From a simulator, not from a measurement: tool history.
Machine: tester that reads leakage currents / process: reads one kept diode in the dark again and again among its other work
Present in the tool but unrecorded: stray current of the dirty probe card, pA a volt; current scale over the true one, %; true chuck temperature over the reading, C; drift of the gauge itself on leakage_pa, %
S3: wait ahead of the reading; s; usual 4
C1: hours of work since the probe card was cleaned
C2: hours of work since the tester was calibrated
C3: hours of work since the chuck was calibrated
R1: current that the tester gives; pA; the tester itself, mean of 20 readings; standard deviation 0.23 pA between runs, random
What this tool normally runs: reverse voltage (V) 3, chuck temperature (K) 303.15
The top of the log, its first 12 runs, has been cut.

Run 13, hour 1280.1: usual settings but chuck temperature (K) 296.15; C1 1888; C2 901; C3 214. Result: R1 44.27 pA.
At hour 1379.2: probe card cleaned and baked.
Run 14, hour 1397.3: usual settings but S3 4.28 s; C1 14; C2 991; C3 304. Result: R1 61.87 pA.
At hour 1435.7: chuck's temperature calibrated, once more.
Run 15, hour 1512.6: usual settings; C1 105; C2 1082; C3 61. Result: R1 74.92 pA.
Run 16, hour 1604.8: usual settings but S3 0.53 s; C1 178; C2 1155; C3 135. Result: R1 76.48 pA.
Run 17, hour 1673.6: usual settings but reverse voltage (V) 1.98, S3 2.75 s; C1 233; C2 1210; C3 189. Result: R1 65.94 pA.
Run 18, hour 1776.1: usual settings but reverse voltage (V) 1.98, S3 2.75 s; C1 314; C2 1291; C3 271. Result: R1 65.48 pA.
Run 19, hour 1844.1: usual settings but reverse voltage (V) 1.98, chuck temperature (K) 298.15, S3 2.6 s; C1 368; C2 1345; C3 325. Result: R1 45.98 pA.
Run 20, hour 1968.2: usual settings but reverse voltage (V) 3.5, chuck temperature (K) 320.15, S3 2.95 s; C1 467; C2 1444; C3 424. Result: R1 241.25 pA.
Run 21, hour 2087.8: usual settings but reverse voltage (V) 17.9, chuck temperature (K) 320.15, S3 1.24 s; C1 562; C2 1539; C3 519. Result: R1 405.22 pA.
Run 22, hour 2220.8: usual settings but reverse voltage (V) 17.9, chuck temperature (K) 320.15, S3 1.24 s; C1 668; C2 1645; C3 625. Result: R1 406.09 pA.
Run 23, hour 2347.4: usual settings but reverse voltage (V) 2.65, chuck temperature (K) 322.15; C1 769; C2 1746; C3 725. Result: R1 248.34 pA.
Run 24, hour 2476.9: usual settings but reverse voltage (V) 2.65, chuck temperature (K) 301.15, S3 0.61 s; C1 872; C2 1849; C3 828. Result: R1 63.39 pA.
Run 25, hour 2552.6: usual settings but reverse voltage (V) 2.65, chuck temperature (K) 301.15, S3 0.61 s; C1 932; C2 1909; C3 889. Result: R1 63.38 pA.
Run 26, hour 2684.5: usual settings but reverse voltage (V) 2.14, chuck temperature (K) 311.15; C1 1037; C2 2014; C3 994. Result: R1 112.67 pA.
Run 27, hour 2759: usual settings but reverse voltage (V) 15.61, chuck temperature (K) 316.15, S3 0.7 s; C1 1096; C2 2073; C3 1053. Result: R1 307.4 pA.
Run 28, hour 2869.1: usual settings but reverse voltage (V) 15.61, chuck temperature (K) 316.15, S3 0.7 s; C1 1184; C2 2161; C3 1140. Result: R1 308.83 pA.
Run 29, hour 2981.9: usual settings but reverse voltage (V) 15.61, chuck temperature (K) 316.15, S3 0.7 s; C1 1274; C2 2251; C3 1230. Result: R1 306.52 pA.
At hour 3078.3: tester calibrated.
Run 30, hour 3127: usual settings but chuck temperature (K) 318.15, S3 0.48 s; C1 1388; C2 39; C3 1344. Result: R1 200.4 pA.
Run 31, hour 3208.2: usual settings but reverse voltage (V) 1.21, chuck temperature (K) 300.15, S3 4.53 s; C1 1452; C2 103; C3 1409. Result: R1 44.59 pA.
Run 32, hour 3311.8: usual settings but reverse voltage (V) 1.21, chuck temperature (K) 300.15, S3 4.53 s; C1 1535; C2 186; C3 1491. Result: R1 44.72 pA.

3 ways to go on from here, each from the tool as it stands after run 32. What would each give?
Run A, hour 3385.4: usual settings but reverse voltage (V) 1.21, chuck temperature (K) 300.15, S3 0.78 s; C1 1593; C2 244; C3 1550. Result: R1 ?.
Run B, hour 3385.4: usual settings but reverse voltage (V) 1.78, chuck temperature (K) 295.15, S3 5.38 s; C1 1593; C2 244; C3 1550. Result: R1 ?.
Run C, hour 3385.4: usual settings but reverse voltage (V) 1.21, chuck temperature (K) 300.15, S3 1 s; C1 1593; C2 244; C3 1550. Result: R1 ?.

run     R1
  A  44.95
  B  36.26
  C  44.91
Stripped of hidden state, with their random variation kept, the same runs would have yielded:
run     R1
  A   46.6
  B  35.94
  C  46.56
